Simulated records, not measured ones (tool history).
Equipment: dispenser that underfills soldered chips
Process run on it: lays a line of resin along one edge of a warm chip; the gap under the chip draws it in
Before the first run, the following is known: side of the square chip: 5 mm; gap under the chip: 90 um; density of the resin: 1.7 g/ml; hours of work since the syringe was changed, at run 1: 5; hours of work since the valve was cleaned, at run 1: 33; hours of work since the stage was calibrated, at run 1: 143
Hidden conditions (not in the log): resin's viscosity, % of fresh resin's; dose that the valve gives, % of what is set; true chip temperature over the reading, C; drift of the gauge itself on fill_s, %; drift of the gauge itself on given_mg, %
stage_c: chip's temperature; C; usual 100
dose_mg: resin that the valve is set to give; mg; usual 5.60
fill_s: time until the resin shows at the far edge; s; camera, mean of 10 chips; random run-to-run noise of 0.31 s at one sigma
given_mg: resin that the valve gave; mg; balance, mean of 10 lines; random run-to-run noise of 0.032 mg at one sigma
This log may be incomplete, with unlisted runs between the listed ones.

run  hour  stage_c  dose_mg  hours of work since the syringe was changed  hours of work since the valve was cleaned  hours of work since the stage was calibrated  fill_s  given_mg
  1   0.0      100     5.60                                            5                                         33                                           143    12.5      5.42
      3.7  -- new syringe of resin
  2   4.1      100     5.60                                            0                                         36                                           146     8.7      5.39
  3   6.8      100     5.60                                            2                                         38                                           147    10.4      5.42
  4   9.4      100     5.60                                            4                                         40                                           149    12.0      5.40
  5  11.9      100     5.42                                            6                                         41                                           151    14.4      5.23
     14.6  -- new syringe of resin
  6  15.6      102     5.42                                            1                                         44                                           153     8.4      5.25
  7  18.9      102     5.42                                            3                                         46                                           155     9.7      5.19
  8  24.2      102     5.42                                            7                                         49                                           159    13.3      5.23
     25.6  -- new syringe of resin
  9  27.6       90     5.60                                            1                                         51                                           161    15.4      5.32
 10  30.4       99     6.82                                            3                                         53                                           163    11.5      6.48
 11  34.3       99     6.82                                            6                                         56                                           166    15.2      6.47
     36.5  -- new syringe of resin
 12  38.3       87     5.18                                            1                                         59                                           168    18.0      4.89
 13  41.2       88     5.36                                            3                                         60                                           170    20.9      5.05
 14  46.0       88     5.36                                            6                                         64                                           173    27.2      5.08
     47.4  -- new syringe of resin
 15  51.2       93     5.19                                            3                                         67                                           177    15.3      4.88
 16  55.3       85     6.29                                            5                                         70                                           179    27.9      5.86
     58.4  -- new syringe of resin
 17  58.9      107     5.60                                            0                                         72                                           182     6.8      5.25

For some of the steps in fill_s from one run to the next: how much would appear even if the tool had no hidden state, given the settings, what came in and random variation, and how much remains for the hidden state plus any gauge scatter that the measured result and the result without hidden state don't share?
Run 16 -> 17: stage_c 85 -> 107, dose_mg 6.29 -> 5.60, new syringe of resin. fill_s -21.1 s: hidden state -10.6, all else -10.5.
